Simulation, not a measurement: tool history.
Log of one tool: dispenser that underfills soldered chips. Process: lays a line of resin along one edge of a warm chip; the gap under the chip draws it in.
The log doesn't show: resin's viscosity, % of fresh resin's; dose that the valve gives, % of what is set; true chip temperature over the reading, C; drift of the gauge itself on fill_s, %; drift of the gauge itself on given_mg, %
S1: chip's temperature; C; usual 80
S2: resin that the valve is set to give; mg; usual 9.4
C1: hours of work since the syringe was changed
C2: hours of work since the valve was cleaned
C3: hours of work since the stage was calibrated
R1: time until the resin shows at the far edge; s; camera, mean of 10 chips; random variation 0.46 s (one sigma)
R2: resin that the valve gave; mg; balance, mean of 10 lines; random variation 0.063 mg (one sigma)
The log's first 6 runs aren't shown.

-- hour=45 new syringe of resin
run 7 hour=45.6 | S1=80 S2=9.4 | C1=1 C2=59 C3=195 | R1=35.9 R2=8.99
-- hour=52.4 new syringe of resin
run 8 hour=54.1 | S1=80 S2=9.4 | C1=1 C2=65 C3=201 | R1=37.8 R2=8.88
-- hour=60 new syringe of resin
run 9 hour=61.7 | S1=90 S2=9.4 | C1=1 C2=71 C3=207 | R1=26.9 R2=8.9
-- hour=67.3 new syringe of resin
run 10 hour=70.6 | S1=68 S2=9.4 | C1=3 C2=78 C3=214 | R1=66.7 R2=8.91
-- hour=74.9 new syringe of resin
run 11 hour=79.3 | S1=68 S2=9.4 | C1=3 C2=84 C3=220 | R1=73.1 R2=8.76
-- hour=82.4 new syringe of resin
run 12 hour=85.4 | S1=80 S2=9.4 | C1=2 C2=89 C3=225 | R1=43.1 R2=8.81
-- hour=89.8 new syringe of resin
run 13 hour=95.8 | S1=80 S2=9.4 | C1=5 C2=97 C3=233 | R1=53.2 R2=8.67
-- hour=97 new syringe of resin
-- hour=104.2 new syringe of resin
run 14 hour=105.1 | S1=92 S2=9.4 | C1=1 C2=103 C3=239 | R1=24 R2=8.61
-- hour=111.6 new syringe of resin
run 15 hour=111.6 | S1=92 S2=9.4 | C1=0 C2=108 C3=244 | R1=22.8 R2=8.52
run 16 hour=116.3 | S1=93 S2=9.4 | C1=4 C2=112 C3=248 | R1=28.7 R2=8.54
-- hour=118.9 new syringe of resin
run 17 hour=121.5 | S1=68 S2=9.4 | C1=2 C2=116 C3=252 | R1=65.5 R2=8.46
-- hour=126.4 new syringe of resin
run 18 hour=129.9 | S1=68 S2=11.76 | C1=3 C2=122 C3=258 | R1=65.1 R2=10.71
-- hour=133.7 new syringe of resin
run 19 hour=138.3 | S1=68 S2=8.28 | C1=4 C2=128 C3=264 | R1=76 R2=7.52
-- hour=141.6 new syringe of resin
run 20 hour=143.4 | S1=71 S2=8.28 | C1=1 C2=132 C3=268 | R1=56.1 R2=7.41

The next listed run, before its measurement:
-- hour=147.6 dispensing valve cleaned and set on the balance
-- hour=149.7 new syringe of resin
run 21 hour=150.3 | S1=74 S2=11.03 | C1=0 C2=2 C3=273 | R1=? R2=?

Run 21 gave R1 43 s, R2 10.84 mg.
Without the tool's hidden state the same run would have given R1 44.1 s, R2 10.88 mg.

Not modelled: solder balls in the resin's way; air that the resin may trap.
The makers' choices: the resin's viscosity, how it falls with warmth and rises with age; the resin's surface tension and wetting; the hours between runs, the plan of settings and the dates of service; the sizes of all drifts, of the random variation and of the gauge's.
